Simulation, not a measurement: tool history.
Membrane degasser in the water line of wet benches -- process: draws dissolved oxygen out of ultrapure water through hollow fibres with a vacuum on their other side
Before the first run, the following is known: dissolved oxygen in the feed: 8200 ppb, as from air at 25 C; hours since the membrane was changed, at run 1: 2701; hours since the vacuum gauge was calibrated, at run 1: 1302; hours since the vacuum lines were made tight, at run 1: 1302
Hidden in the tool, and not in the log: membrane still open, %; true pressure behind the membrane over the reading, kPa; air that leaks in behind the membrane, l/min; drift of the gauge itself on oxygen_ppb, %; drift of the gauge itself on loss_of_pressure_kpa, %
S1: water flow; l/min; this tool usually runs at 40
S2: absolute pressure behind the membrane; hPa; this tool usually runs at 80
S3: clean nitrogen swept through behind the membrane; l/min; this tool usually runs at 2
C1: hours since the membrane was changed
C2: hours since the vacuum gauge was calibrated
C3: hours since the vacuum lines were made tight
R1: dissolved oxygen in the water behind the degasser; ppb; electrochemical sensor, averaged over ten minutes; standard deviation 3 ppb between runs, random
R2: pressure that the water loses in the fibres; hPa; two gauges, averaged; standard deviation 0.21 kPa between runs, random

run	day	S1	S2	S3	C1	C2	C3	R1	R2
1	0	40	80	2	2701	1302	1302	317.7	534
2	2.842	40	80	2	2769	1370	1370	318	531.7
3	5.742	40	80	2.05	2839	1439	1439	323.6	532.7
4	8.242	40	80	2.05	2899	1499	1499	321.8	536.3
5	10.329	30	80	2	2949	1549	1549	206.7	397.4
6	12.367	40	130.5	2	2998	1598	1598	534.6	533.6
7	14.288	40	130.5	2	3044	1644	1644	530.6	535.9
8	17.346	40	80	2	3117	1718	1718	331.4	532.7
9	19.854	40	80	2	3178	1778	1778	333.6	533.3
10	21.7	40	121.3	2	3222	1822	1822	498.2	536.6
11	24.521	40	121.3	2	3290	1890	1890	492.7	536.4
12	26.488	40	80	2	3337	1937	1937	334.5	533.8
13	30.604	40	80	2	3436	2036	2036	338.6	539.9
14	33.054	40	53.6	2	3494	2095	2095	226.6	538.5
15	35.729	40	53.6	2	3559	2159	2159	221	535.9
16	39.908	40	53.6	2	3659	2259	2259	225.6	540.4
17	43.45	40	63.8	2	3744	2344	2344	272.4	537.8
18	46.954	39	58.7	2.62	3828	2428	2428	208.1	525.1
# day 47.208: vacuum gauge calibrated
19	49.462	41	57.3	1.68	3888	54	2488	280.3	554.1
20	52.688	43	124.7	1.52	3965	131	2565	687.9	584.1
21	56.967	43	124.7	1.52	4068	234	2668	682.4	583.1
22	60.417	40	59	1.46	4151	317	2751	298.9	544
# day 63.308: vacuum gauge calibrated, once more
23	63.633	38	112.8	2.92	4227	8	2828	338.1	516.4
24	65.833	38	112.8	2.92	4280	61	2880	342.8	516.4
25	69.104	50	112.8	1.37	4359	139	2959	780.5	677.8
26	73.412	32	169.2	2.75	4462	243	3062	423.6	435.2
27	75.292	41	80	2	4507	288	3107	351.9	559.1
28	77.862	32	63.3	4.03	4569	349	3169	121.1	437.8
29	81.6	40	80	2.11	4658	439	3259	323.2	546.8
30	84.375	40	80	2.11	4725	506	3326	329.4	550.8
31	86.904	40	54	0.88	4786	566	3386	324.6	550.3
32	89.7	46	170.5	0.88	4853	633	3453	1370	633.8
33	92.196	46	170.5	0.88	4913	693	3513	1355.8	633.1

Predict each of these 3 candidate next runs independently; none follows another, all start after run 33:
A	95.375	35	170.5	0.88	4989	770	3590	?	?
B	95.375	40	84.2	4.04	4989	770	3590	?	?
C	95.375	45	105.5	1.31	4989	770	3590	?	?

run	R1	R2
A	1050.6	483.5
B	249.7	553.1
C	672.9	620.7
What these runs would have given with no unlogged condition in the tool:
run	R1	R2
A	1022.1	448.4
B	211.3	512.7
C	621.9	575.5
